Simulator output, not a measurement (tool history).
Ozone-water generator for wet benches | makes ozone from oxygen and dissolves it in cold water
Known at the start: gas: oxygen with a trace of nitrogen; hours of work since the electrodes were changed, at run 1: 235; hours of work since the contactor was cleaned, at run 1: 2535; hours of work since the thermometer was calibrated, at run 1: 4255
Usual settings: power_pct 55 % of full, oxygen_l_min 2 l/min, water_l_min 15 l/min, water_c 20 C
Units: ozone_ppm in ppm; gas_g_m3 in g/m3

| run | hour | power_pct | oxygen_l_min | water_l_min | water_c | hours of work since the electrodes were changed | hours of work since the contactor was cleaned | hours of work since the thermometer was calibrated | ozone_ppm | gas_g_m3 |
|---|---|---|---|---|---|---|---|---|---|---|
| 1 | 0 | 55 | 2 | 15 | 20 | 235 | 2535 | 4255 | 8.1 | 120.6 |
| 2 | 22.6 | 55 | 2 | 15 | 12 | 255 | 2556 | 4275 | 8.7 | 118.1 |
| 3 | 68.7 | 55 | 1.03 | 15 | 20 | 297 | 2598 | 4317 | 7.6 | 185.7 |
| 4 | 97.1 | 55 | 2 | 15 | 25 | 323 | 2624 | 4343 | 7.3 | 118.6 |
| 5 | 131.4 | 55 | 2 | 15 | 25 | 354 | 2655 | 4374 | 7.5 | 118.6 |
| 6 | 185.3 | 55 | 2 | 15 | 25 | 403 | 2704 | 4423 | 7.5 | 120.8 |
| 7 | 228.2 | 55 | 2 | 15 | 25 | 442 | 2743 | 4462 | 7.3 | 118.7 |
| 8 | 265.1 | 55 | 2 | 15 | 25 | 476 | 2776 | 4496 | 7.4 | 118.5 |
| 9 | 302.4 | 55 | 2 | 15 | 25 | 510 | 2810 | 4530 | 7.5 | 118.2 |
| 10 | 352.9 | 55 | 2 | 15 | 25 | 556 | 2856 | 4576 | 7.4 | 118.6 |
| 11 | 386.1 | 55 | 2 | 15 | 25 | 586 | 2886 | 4606 | 7.7 | 118.3 |
| 12 | 413.6 | 55 | 2 | 15 | 14 | 611 | 2911 | 4631 | 8.3 | 118 |
| 13 | 455.3 | 55 | 3.15 | 15 | 20 | 649 | 2949 | 4669 | 7.8 | 86 |
| 14 | 509 | 55 | 2 | 15 | 20 | 698 | 2998 | 4718 | 7.9 | 117.9 |
| 15 | 538.4 | 55 | 2 | 15 | 20 | 724 | 3025 | 4744 | 8 | 119 |
| 16 | 560.8 | 55 | 2 | 15 | 20 | 745 | 3045 | 4765 | 7.9 | 118.1 |
| 17 | 600.8 | 55 | 2 | 15 | 20 | 781 | 3082 | 4801 | 7.7 | 118.5 |
| 18 | 651.4 | 55 | 1.16 | 15 | 21 | 827 | 3128 | 4847 | 7.4 | 171.8 |
| 19 | 689.3 | 60 | 3.48 | 23 | 26 | 862 | 3162 | 4882 | 5.1 | 87.2 |
| 20 | 738.3 | 66 | 1.15 | 18 | 24 | 906 | 3207 | 4926 | 6.5 | 194.6 |
| 21 | 780.2 | 83 | 3.05 | 15 | 20 | 944 | 3245 | 4964 | 10.6 | 119.6 |
| 22 | 822.6 | 55 | 2 | 22 | 23 | 983 | 3283 | 5003 | 5.1 | 118.1 |
| 23 | 855.1 | 55 | 2 | 22 | 23 | 1012 | 3313 | 5032 | 5.1 | 118.2 |
| 24 | 894.8 | 55 | 1.16 | 15 | 20 | 1048 | 3349 | 5068 | 7.6 | 172 |
| 25 | 918.7 | 89 | 1.43 | 12 | 18 | 1070 | 3371 | 5090 | 14.1 | 212.2 |
| 26 | 956.9 | 89 | 1.43 | 10 | 18 | 1105 | 3405 | 5125 | 16.9 | 212.9 |
|  | 990.1 | water thermometer calibrated |
| 27 | 996.2 | 40 | 2.41 | 21 | 21 | 1140 | 3441 | 6 | 4.2 | 82.8 |
| 28 | 1048.6 | 62 | 1.17 | 22 | 16 | 1188 | 3488 | 53 | 5.1 | 184.4 |
| 29 | 1096.2 | 62 | 1.17 | 13 | 16 | 1231 | 3531 | 97 | 10 | 182.8 |
| 30 | 1123.3 | 82 | 2 | 13 | 20 | 1256 | 3556 | 121 | 12 | 158.1 |
| 31 | 1162.4 | 82 | 2 | 9 | 26 | 1291 | 3592 | 157 | 15.1 | 157.7 |
| 32 | 1204 | 61 | 2 | 16 | 20 | 1329 | 3629 | 194 | 7.9 | 127.1 |
| 33 | 1255.4 | 48 | 1.18 | 13 | 13 | 1376 | 3676 | 241 | 8.4 | 151 |

Forecast each of these 3 alternatives for the next run:
| A | 1293.5 | 55 | 1.69 | 10 | 25 | 1410 | 3711 | 276 | ? | ? |
| B | 1293.5 | 48 | 1.19 | 22 | 15 | 1410 | 3711 | 276 | ? | ? |
| C | 1293.5 | 89 | 2 | 15 | 20 | 1410 | 3711 | 276 | ? | ? |

| run | ozone_ppm | gas_g_m3 |
|---|---|---|
| A | 11 | 131.3 |
| B | 4.6 | 150.6 |
| C | 11.3 | 167.8 |
Without the tool's hidden state the same runs would have given:
| run | ozone_ppm | gas_g_m3 |
|---|---|---|
| A | 11.4 | 131.7 |
| B | 4.8 | 151 |
| C | 11.9 | 168.6 |
